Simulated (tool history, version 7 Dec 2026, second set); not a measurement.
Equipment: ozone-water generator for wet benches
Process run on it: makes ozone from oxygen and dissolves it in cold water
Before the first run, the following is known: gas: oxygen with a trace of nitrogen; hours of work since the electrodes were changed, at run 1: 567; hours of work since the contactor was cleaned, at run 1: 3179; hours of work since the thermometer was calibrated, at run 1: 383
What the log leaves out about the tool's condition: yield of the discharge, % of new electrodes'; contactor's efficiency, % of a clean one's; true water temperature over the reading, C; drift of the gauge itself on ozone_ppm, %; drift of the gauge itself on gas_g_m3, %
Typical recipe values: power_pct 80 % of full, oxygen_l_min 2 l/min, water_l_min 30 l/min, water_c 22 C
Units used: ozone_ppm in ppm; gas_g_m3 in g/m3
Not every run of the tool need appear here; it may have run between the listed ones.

| run | hour | power_pct | oxygen_l_min | water_l_min | water_c | hours of work since the electrodes were changed | hours of work since the contactor was cleaned | hours of work since the thermometer was calibrated | ozone_ppm | gas_g_m3 |
|---|---|---|---|---|---|---|---|---|---|---|
| 1 | 0 | 80 | 2 | 30 | 22 | 567 | 3179 | 383 | 13.12 | 297.9 |
| 2 | 129.2 | 80 | 2 | 34 | 22 | 685 | 3297 | 501 | 11.75 | 298.3 |
| 3 | 245.5 | 80 | 2 | 30 | 22 | 791 | 3403 | 607 | 13.1 | 300.8 |
| 4 | 364.4 | 80 | 2 | 30 | 22 | 899 | 3512 | 716 | 13.38 | 296.2 |
| 5 | 486.1 | 80 | 2 | 30 | 22 | 1010 | 3623 | 827 | 13.15 | 295.8 |
| 6 | 567 | 80 | 2 | 30 | 22 | 1084 | 3697 | 900 | 13.24 | 298.8 |
| 7 | 635.4 | 80 | 2 | 30 | 22 | 1147 | 3759 | 963 | 13.17 | 301.1 |
| 8 | 753.5 | 80 | 2 | 30 | 22 | 1254 | 3867 | 1070 | 13.2 | 295.9 |
| 9 | 866.1 | 80 | 2 | 30 | 22 | 1357 | 3969 | 1173 | 13.28 | 294.4 |
| 10 | 948 | 80 | 1.32 | 30 | 22 | 1432 | 4044 | 1248 | 11.27 | 356.3 |
| 11 | 1036.5 | 80 | 1.32 | 30 | 22 | 1512 | 4125 | 1329 | 11.27 | 352.4 |
| 12 | 1100.9 | 80 | 1.32 | 30 | 22 | 1571 | 4184 | 1387 | 11.2 | 353.9 |
| 13 | 1177.6 | 80 | 1.32 | 30 | 22 | 1641 | 4253 | 1457 | 11.07 | 351.9 |
| 14 | 1245.4 | 80 | 1.32 | 30 | 22 | 1703 | 4315 | 1519 | 11.14 | 354.2 |
| 15 | 1302.4 | 80 | 2 | 30 | 22 | 1755 | 4367 | 1571 | 13.02 | 294.4 |
| 16 | 1392.3 | 80 | 2 | 30 | 22 | 1837 | 4449 | 1653 | 13.14 | 292.4 |
| 17 | 1521.9 | 40 | 2 | 30 | 22 | 1955 | 4568 | 1771 | 9.17 | 207.7 |
| 18 | 1645.1 | 77 | 3.3 | 30 | 24 | 2067 | 4680 | 1884 | 14.88 | 232 |
| 19 | 1742.7 | 77 | 3.3 | 30 | 24 | 2156 | 4769 | 1973 | 15.23 | 233 |
| 20 | 1846.8 | 49 | 2.82 | 29 | 24 | 2251 | 4864 | 2068 | 11.84 | 197.1 |
| 21 | 1939.2 | 62 | 3.06 | 28 | 15 | 2336 | 4948 | 2152 | 15.13 | 213.5 |
| 22 | 2025 | 58 | 1.39 | 30 | 25 | 2414 | 5026 | 2230 | 9.54 | 287.1 |
| 23 | 2080 | 58 | 1.39 | 30 | 25 | 2464 | 5076 | 2280 | 9.52 | 289.6 |
|  | 2109.9 | gauge calibrated |
| 24 | 2205.9 | 80 | 1.18 | 30 | 22 | 2579 | 5191 | 2395 | 10.63 | 377.8 |
| 25 | 2313.4 | 80 | 1.18 | 30 | 22 | 2677 | 5289 | 2493 | 10.64 | 376 |
| 26 | 2439.1 | 80 | 2.93 | 39 | 22 | 2792 | 5404 | 2608 | 11.89 | 255.2 |
| 27 | 2559.9 | 47 | 2.37 | 30 | 22 | 2902 | 5514 | 2718 | 10.69 | 210.4 |
|  | 2597.1 | contactor cleaned |
|  | 2597.6 | water thermometer calibrated |
| 28 | 2625.2 | 69 | 2.58 | 26 | 22 | 2957 | 25 | 25 | 15.19 | 246.7 |
| 29 | 2681.9 | 45 | 1.34 | 30 | 17 | 3009 | 77 | 77 | 8.5 | 261.6 |
| 30 | 2796.1 | 80 | 1.17 | 20 | 28 | 3113 | 181 | 181 | 15.06 | 370 |
| 31 | 2906.9 | 80 | 2 | 30 | 26 | 3214 | 282 | 282 | 12.87 | 298 |
| 32 | 2968.6 | 80 | 2 | 34 | 19 | 3270 | 338 | 338 | 11.83 | 293.7 |

Here are 3 independent what-if runs from the current tool condition. What would each one return?
| A | 3101.8 | 53 | 2 | 29 | 23 | 3392 | 460 | 460 | ? | ? |
| B | 3101.8 | 63 | 1.75 | 35 | 22 | 3392 | 460 | 460 | ? | ? |
| C | 3101.8 | 45 | 2 | 42 | 19 | 3392 | 460 | 460 | ? | ? |

| run | ozone_ppm | gas_g_m3 |
|---|---|---|
| A | 11.01 | 240.1 |
| B | 9.46 | 277.6 |
| C | 7.23 | 219.2 |
Take away the tool's hidden state, keep each run's random variation, and the runs would have read:
| run | ozone_ppm | gas_g_m3 |
|---|---|---|
| A | 11.02 | 243.3 |
| B | 9.47 | 281.4 |
| C | 7.24 | 222.1 |
